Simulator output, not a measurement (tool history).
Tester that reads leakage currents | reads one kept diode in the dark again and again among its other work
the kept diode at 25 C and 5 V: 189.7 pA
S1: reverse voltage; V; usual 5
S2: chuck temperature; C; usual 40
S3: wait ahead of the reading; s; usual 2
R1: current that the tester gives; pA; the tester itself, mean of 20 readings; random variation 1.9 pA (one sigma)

| run | hour | S1 | S2 | S3 | R1 |
|---|---|---|---|---|---|
| 1 | 0 | 5 | 40 | 2 | 637.12 |
| 2 | 86.5 | 5 | 40 | 2 | 637.24 |
| 3 | 182.2 | 5 | 40 | 2 | 639.91 |
| 4 | 280.6 | 5 | 40 | 2 | 638.1 |
| 5 | 349 | 5 | 40 | 2 | 640.21 |
| 6 | 415.8 | 5 | 40 | 2 | 637.7 |
| 7 | 530.2 | 5 | 40 | 2 | 638.12 |
| 8 | 629.9 | 5 | 40 | 2 | 641.17 |
| 9 | 675.9 | 5 | 40 | 2 | 637.96 |
| 10 | 763.1 | 5 | 40 | 3.59 | 635.66 |
| 11 | 857.9 | 5 | 40 | 3.59 | 635.59 |
| 12 | 958.4 | 5 | 40 | 3.59 | 634.77 |
| 13 | 1028.9 | 5 | 40 | 3.59 | 637.41 |
| 14 | 1097.6 | 5.01 | 33 | 3.59 | 368.15 |
| 15 | 1175.3 | 5.01 | 33 | 3.59 | 367.52 |
| 16 | 1252.5 | 5.01 | 33 | 3.59 | 368.19 |
| 17 | 1338.5 | 5.01 | 33 | 3.59 | 366.83 |
| 18 | 1395.9 | 7.33 | 49 | 3.59 | 1432.24 |
| 19 | 1490.2 | 5 | 28 | 4.27 | 244.37 |
| 20 | 1561.6 | 5 | 29 | 1.25 | 267.25 |

Not shown: 1 entry that the log had between the listed runs. Between which runs, and how does the tool's hidden state differ before and after?
Between runs 12 and 13: probe card cleaned and baked (hour 1004.2)
  stray current of the dirty probe card, pA a volt: 0.06 -> 0.02

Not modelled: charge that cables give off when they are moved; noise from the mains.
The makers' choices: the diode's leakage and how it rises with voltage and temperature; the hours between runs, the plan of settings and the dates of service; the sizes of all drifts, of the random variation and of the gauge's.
